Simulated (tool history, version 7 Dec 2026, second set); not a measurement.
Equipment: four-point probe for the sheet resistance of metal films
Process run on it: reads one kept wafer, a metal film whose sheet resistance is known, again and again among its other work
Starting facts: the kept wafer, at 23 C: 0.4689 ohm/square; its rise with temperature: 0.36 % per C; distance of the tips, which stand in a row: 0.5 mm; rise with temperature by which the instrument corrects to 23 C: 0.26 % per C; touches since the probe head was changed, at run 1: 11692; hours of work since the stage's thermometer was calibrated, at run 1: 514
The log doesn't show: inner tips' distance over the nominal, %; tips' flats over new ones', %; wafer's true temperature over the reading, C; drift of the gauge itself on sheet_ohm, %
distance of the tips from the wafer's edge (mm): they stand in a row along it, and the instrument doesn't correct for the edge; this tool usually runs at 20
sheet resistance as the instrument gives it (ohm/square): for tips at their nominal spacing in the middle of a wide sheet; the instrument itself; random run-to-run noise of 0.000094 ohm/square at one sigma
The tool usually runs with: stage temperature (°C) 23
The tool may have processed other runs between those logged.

run   hour  stage temperature (°C)  distance of the tips from the wafer's edge (mm)  touches since the probe head was changed  hours of work since the stage's thermometer was calibrated  sheet resistance as the instrument gives it (ohm/square)
  1    0.0                      23                                               20                                     11692                                                         514                                                  0.469381
  2  127.7                      23                                               11                                     13532                                                         571                                                  0.469730
  3  191.7                      23                                               11                                     14454                                                         599                                                  0.469853
  4  274.1                      29                                               20                                     15642                                                         636                                                  0.472248
  5  341.6                      29                                               20                                     16615                                                         666                                                  0.472248
  6  464.7                      18                                               20                                     18389                                                         720                                                  0.467118
  7  562.6                      30                                               42                                     19801                                                         764                                                  0.472493
  8  651.3                      26                                               42                                     21080                                                         803                                                  0.470822
  9  704.0                      26                                               42                                     21838                                                         826                                                  0.470812
 10  828.4                      19                                               74                                     23631                                                         882                                                  0.467444
 11  886.9                      32                                               27                                     24474                                                         907                                                  0.473655
 12  993.1                      32                                               27                                     26005                                                         955                                                  0.473618

Results per run with the tool's hidden condition removed, run-to-run variation unchanged:
run  sheet resistance as the instrument gives it (ohm/square)
  1                                                  0.468998
  2                                                  0.469341
  3                                                  0.469458
  4                                                  0.471838
  5                                                  0.471835
  6                                                  0.466714
  7                                                  0.472063
  8                                                  0.470390
  9                                                  0.470378
 10                                                  0.467012
 11                                                  0.473196
 12                                                  0.473156
